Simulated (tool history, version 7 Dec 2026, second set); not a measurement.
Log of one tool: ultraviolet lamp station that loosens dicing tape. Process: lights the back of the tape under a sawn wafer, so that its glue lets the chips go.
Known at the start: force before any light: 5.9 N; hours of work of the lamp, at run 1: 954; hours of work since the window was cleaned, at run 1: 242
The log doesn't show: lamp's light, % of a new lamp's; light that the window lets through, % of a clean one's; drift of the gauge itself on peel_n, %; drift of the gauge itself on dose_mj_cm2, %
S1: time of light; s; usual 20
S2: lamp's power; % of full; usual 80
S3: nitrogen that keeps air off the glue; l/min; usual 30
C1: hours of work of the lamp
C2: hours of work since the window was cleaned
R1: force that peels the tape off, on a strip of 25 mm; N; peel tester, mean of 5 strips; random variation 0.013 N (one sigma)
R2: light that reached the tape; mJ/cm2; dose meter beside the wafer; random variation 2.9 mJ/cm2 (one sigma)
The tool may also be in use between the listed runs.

| run | hour | S1 | S2 | S3 | C1 | C2 | R1 | R2 |
|---|---|---|---|---|---|---|---|---|
| 1 | 0 | 20 | 80 | 30 | 954 | 242 | 1.095 | 297 |
| 2 | 41.1 | 20 | 80 | 30 | 981 | 268 | 1.095 | 285 |
| 3 | 84.4 | 20 | 80 | 30 | 1008 | 296 | 1.151 | 278 |
| 4 | 106 | 26 | 80 | 30 | 1022 | 310 | 0.734 | 361 |
| 5 | 124.6 | 26 | 80 | 30 | 1034 | 322 | 0.763 | 362 |
|  | 132.1 | window cleaned of glue's vapour |
| 6 | 165 | 26 | 80 | 30 | 1060 | 21 | 0.647 | 406 |
| 7 | 205.2 | 26 | 80 | 30 | 1086 | 47 | 0.637 | 395 |
| 8 | 245.1 | 26 | 80 | 30 | 1111 | 73 | 0.623 | 383 |
| 9 | 284.2 | 26 | 80 | 30 | 1136 | 98 | 0.672 | 381 |
| 10 | 311.1 | 26 | 80 | 54 | 1154 | 115 | 0.499 | 380 |
| 11 | 346.5 | 18 | 80 | 30 | 1176 | 138 | 1.335 | 257 |
| 12 | 382.6 | 18 | 80 | 30 | 1200 | 161 | 1.31 | 252 |
| 13 | 425.9 | 20 | 80 | 15 | 1227 | 189 | 1.65 | 273 |
| 14 | 444.4 | 16 | 67 | 12 | 1239 | 201 | 2.648 | 183 |
| 15 | 481.5 | 16 | 67 | 12 | 1263 | 224 | 2.688 | 181 |
| 16 | 514.4 | 16 | 67 | 12 | 1284 | 246 | 2.724 | 179 |
| 17 | 538.3 | 16 | 67 | 12 | 1300 | 261 | 2.757 | 179 |
| 18 | 569.2 | 16 | 74 | 12 | 1319 | 281 | 2.573 | 191 |
| 19 | 600.1 | 24 | 72 | 12 | 1339 | 301 | 1.821 | 276 |
| 20 | 634.1 | 24 | 72 | 12 | 1361 | 322 | 1.796 | 268 |
|  | 641.5 | window cleaned of glue's vapour |
| 21 | 677 | 24 | 72 | 12 | 1388 | 23 | 1.525 | 305 |
| 22 | 699.8 | 24 | 62 | 26 | 1403 | 37 | 1.308 | 266 |
| 23 | 720.7 | 17 | 62 | 29 | 1416 | 51 | 2.08 | 184 |
| 24 | 754 | 17 | 62 | 29 | 1438 | 72 | 2.07 | 183 |
| 25 | 786.8 | 17 | 62 | 29 | 1459 | 93 | 2.065 | 180 |
| 26 | 819 | 17 | 62 | 29 | 1480 | 114 | 2.11 | 177 |

How the hidden state differs across the entries between the runs, from the last listed run before each to the first after it:
Between runs 5 and 6: window cleaned of glue's vapour (hour 132.1)
  lamp's light, % of a new lamp's: 78.3 -> 77.8; light that the window lets through, % of a clean one's: 86.5 -> 98.1
  measured less the result without the state, R1: +0.415 -> +0.277 N; R2: -171 -> -126 mJ/cm2
Between runs 20 and 21: window cleaned of glue's vapour (hour 641.5)
  lamp's light, % of a new lamp's: 71.7 -> 71.1; light that the window lets through, % of a clean one's: 86.4 -> 98.8
  measured less the result without the state, R1: +0.882 -> +0.62 N; R2: -167 -> -129 mJ/cm2

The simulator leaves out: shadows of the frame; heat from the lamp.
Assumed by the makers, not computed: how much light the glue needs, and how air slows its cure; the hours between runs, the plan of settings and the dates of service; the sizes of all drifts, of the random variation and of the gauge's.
